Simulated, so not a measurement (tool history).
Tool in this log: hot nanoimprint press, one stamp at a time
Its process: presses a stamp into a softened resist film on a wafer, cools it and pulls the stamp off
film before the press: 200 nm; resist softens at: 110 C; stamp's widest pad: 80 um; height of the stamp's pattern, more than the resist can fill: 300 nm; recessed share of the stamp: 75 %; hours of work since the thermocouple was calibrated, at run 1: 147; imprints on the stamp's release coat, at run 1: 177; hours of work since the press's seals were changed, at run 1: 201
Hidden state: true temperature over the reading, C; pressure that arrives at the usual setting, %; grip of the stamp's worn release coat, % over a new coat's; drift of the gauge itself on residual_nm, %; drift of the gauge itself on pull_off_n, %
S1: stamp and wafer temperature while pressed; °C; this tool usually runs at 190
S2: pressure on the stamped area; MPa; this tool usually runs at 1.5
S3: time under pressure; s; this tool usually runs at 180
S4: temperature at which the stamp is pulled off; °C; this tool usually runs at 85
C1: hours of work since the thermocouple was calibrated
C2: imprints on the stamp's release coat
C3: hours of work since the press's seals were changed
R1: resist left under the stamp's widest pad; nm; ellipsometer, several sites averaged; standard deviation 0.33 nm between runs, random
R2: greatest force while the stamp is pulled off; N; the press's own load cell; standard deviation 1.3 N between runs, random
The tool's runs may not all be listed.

run,hour,S1,S2,S3,S4,C1,C2,C3,R1,R2
1,0,190,1.5,180,85,147,177,201,95.8,173
2,38.8,190,1.5,180,85,170,291,223,96.1,177
3,80.2,190,1.5,180,85,194,414,248,95.8,182
4,127.2,190,1.34,180,85,221,552,275,100.3,185
# hour 146.5: stamp cleaned and given a new release coat
5,169.7,190,1.5,180,85,243,68,297,95.6,166
6,205,190,1.5,180,85,264,172,317,95.2,170
7,230.9,190,1.5,180,85,279,249,332,94.9,175
8,268.1,190,1.4,180,85,300,359,354,97.5,180
9,308.8,190,1.5,180,85,324,479,378,94.8,183
# hour 351.6: stamp cleaned and given a new release coat
10,367.4,190,1.5,180,85,355,47,409,94,166
11,391.7,190,1.33,101,85,369,119,423,120.7,169
12,423.3,179,1.46,180,77,388,212,442,131.6,212
13,463.9,200,0.95,180,71,412,332,465,86.7,248

Run 14 is up next; what results do you expect?
14,508.3,195,2.33,180,71,438,463,491,?,?

R1: 65.5 nm
R2: 252 N
Had the tool carried no hidden state, the very same run would have given R1 67.6 nm, R2 234 N.

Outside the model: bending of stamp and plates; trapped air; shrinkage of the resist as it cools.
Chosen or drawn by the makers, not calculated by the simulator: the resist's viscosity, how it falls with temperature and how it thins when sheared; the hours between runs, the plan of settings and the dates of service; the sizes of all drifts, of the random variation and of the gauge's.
